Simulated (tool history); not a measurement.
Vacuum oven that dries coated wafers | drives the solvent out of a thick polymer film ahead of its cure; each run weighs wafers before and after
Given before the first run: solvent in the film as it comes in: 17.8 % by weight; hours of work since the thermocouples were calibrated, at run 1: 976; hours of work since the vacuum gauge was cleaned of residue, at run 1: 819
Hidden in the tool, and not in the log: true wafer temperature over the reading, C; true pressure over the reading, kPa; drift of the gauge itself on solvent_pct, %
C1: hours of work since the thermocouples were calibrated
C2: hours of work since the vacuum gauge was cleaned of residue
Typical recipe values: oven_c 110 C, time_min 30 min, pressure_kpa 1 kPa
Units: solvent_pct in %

Run 1, day 0: usual settings; C1 976; C2 819. Result: solvent_pct 3.51 %.
Run 2, day 1.754: usual settings but time_min 17 min; C1 1001; C2 844. Result: solvent_pct 6.36 %.
Run 3, day 2.662: usual settings but time_min 27 min; C1 1014; C2 857. Result: solvent_pct 3.95 %.
Run 4, day 4.721: usual settings but oven_c 123 C; C1 1043; C2 886. Result: solvent_pct 1.21 %.
Run 5, day 5.779: usual settings but oven_c 123 C; C1 1058; C2 901. Result: solvent_pct 1.2 %.
Run 6, day 7.262: usual settings but oven_c 123 C; C1 1079; C2 922. Result: solvent_pct 1.21 %.
Run 7, day 8.129: usual settings but oven_c 123 C; C1 1091; C2 934. Result: solvent_pct 1.19 %.
Run 8, day 10: usual settings but oven_c 123 C; C1 1117; C2 960. Result: solvent_pct 1.23 %.
Run 9, day 11.217: usual settings but oven_c 123 C, time_min 22 min; C1 1135; C2 978. Result: solvent_pct 2.3 %.
Run 10, day 12.929: usual settings but oven_c 123 C, time_min 22 min; C1 1159; C2 1002. Result: solvent_pct 2.3 %.
Run 11, day 14.579: usual settings but oven_c 123 C, time_min 22 min; C1 1182; C2 1025. Result: solvent_pct 2.28 %.
Run 12, day 16.271: usual settings but oven_c 123 C, time_min 22 min; C1 1206; C2 1049. Result: solvent_pct 2.26 %.
Run 13, day 18.138: usual settings but oven_c 121 C, pressure_kpa 0.93 kPa; C1 1232; C2 1075. Result: solvent_pct 1.48 %.
Run 14, day 19.121: usual settings but oven_c 108 C, time_min 26 min, pressure_kpa 1.35 kPa; C1 1246; C2 1089. Result: solvent_pct 4.69 %.
Run 15, day 20.246: usual settings but oven_c 103 C, pressure_kpa 0.51 kPa; C1 1262; C2 1105. Result: solvent_pct 5.04 %.
Run 16, day 21.3: usual settings but oven_c 114 C, time_min 20 min, pressure_kpa 3.55 kPa; C1 1277; C2 1120. Result: solvent_pct 4.94 %.
Run 17, day 23.342: usual settings but oven_c 106 C, pressure_kpa 2.87 kPa; C1 1306; C2 1149. Result: solvent_pct 4.75 %.
At day 23.612: oven's thermocouples calibrated.
Run 18, day 25.496: usual settings but oven_c 119 C, time_min 23 min, pressure_kpa 0.85 kPa; C1 27; C2 1178. Result: solvent_pct 2.81 %.
Run 19, day 27.496: usual settings but oven_c 119 C, time_min 23 min, pressure_kpa 0.85 kPa; C1 55; C2 1207. Result: solvent_pct 2.81 %.
Run 20, day 28.421: usual settings but oven_c 119 C, time_min 23 min, pressure_kpa 0.85 kPa; C1 68; C2 1220. Result: solvent_pct 2.84 %.
Run 21, day 29.492: usual settings but oven_c 96 C; C1 83; C2 1235. Result: solvent_pct 7.02 %.
Run 22, day 31.083: usual settings but oven_c 96 C; C1 106; C2 1257. Result: solvent_pct 6.96 %.
Run 23, day 32.05: usual settings but oven_c 98 C, time_min 23 min, pressure_kpa 1.32 kPa; C1 119; C2 1271. Result: solvent_pct 7.83 %.

Entry by entry between the runs, the difference in hidden state between the last listed run before and the first listed run after:
After run 17, before run 18: oven's thermocouples calibrated (day 23.612)
  true wafer temperature over the reading, C: 0.22 -> 0.02; true pressure over the reading, kPa: 0.025 -> 0.026
  measured value less the no-hidden-state value, solvent_pct: -0.05 -> +0 %
